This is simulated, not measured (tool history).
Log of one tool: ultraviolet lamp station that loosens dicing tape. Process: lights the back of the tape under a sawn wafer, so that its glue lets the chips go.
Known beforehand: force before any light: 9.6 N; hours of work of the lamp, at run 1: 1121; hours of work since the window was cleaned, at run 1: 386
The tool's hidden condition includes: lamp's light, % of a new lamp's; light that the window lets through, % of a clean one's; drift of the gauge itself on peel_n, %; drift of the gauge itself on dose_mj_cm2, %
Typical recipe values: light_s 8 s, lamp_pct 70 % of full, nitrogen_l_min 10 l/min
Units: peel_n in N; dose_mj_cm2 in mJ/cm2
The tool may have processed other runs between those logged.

run,hour,light_s,lamp_pct,nitrogen_l_min,hours of work of the lamp,hours of work since the window was cleaned,peel_n,dose_mj_cm2
1,0,8,70,10,1121,386,0.471,149
2,36.5,8,70,10,1147,413,0.473,152
3,69.8,13,70,10,1171,437,0.225,241
4,100,13,70,10,1193,459,0.226,237
5,122.8,5,70,10,1210,475,1.314,94
6,159.6,8,70,10,1236,502,0.506,145
# hour 172.2: window cleaned of glue's vapour
7,195.5,10,70,10,1262,17,0.286,195
8,226,8,70,5,1284,39,0.718,155
9,246.8,8,70,5,1299,54,0.778,154
10,274.6,8,70,5,1319,74,0.756,149
11,292.8,8,70,5,1332,87,0.792,152
12,322.9,8,70,5,1354,109,0.799,151
13,351.9,8,77,10,1375,130,0.392,165
14,370.6,8,77,10,1389,144,0.383,166
15,395.7,15,73,12,1407,162,0.177,295
16,417.9,15,72,12,1423,178,0.186,285
17,436.8,9,75,3,1437,192,0.799,178
18,472.3,10,81,5,1462,217,0.375,209
19,512.4,10,81,5,1491,246,0.382,210
20,545.1,4,98,6,1515,270,1.507,103
21,563.4,8,72,10,1528,283,0.504,147
22,586.3,10,97,10,1545,300,0.196,248
23,614.4,10,97,17,1565,320,0.184,247
24,641.6,10,97,17,1585,340,0.185,243
25,678.9,10,96,6,1612,367,0.273,241
26,697.5,8,98,9,1625,380,0.307,198
27,729.4,8,98,9,1648,403,0.305,192

Forecast each of these 3 alternatives for the next run:
A,758.6,8,63,10,1669,424,?,?
B,758.6,10,76,13,1669,424,?,?
C,758.6,5,61,19,1669,424,?,?

run,peel_n,dose_mj_cm2
A,0.712,124
B,0.265,189
C,1.364,74
What these runs would have given with no unlogged condition in the tool:
run,peel_n,dose_mj_cm2
A,0.361,170
B,0.188,259
C,0.723,102
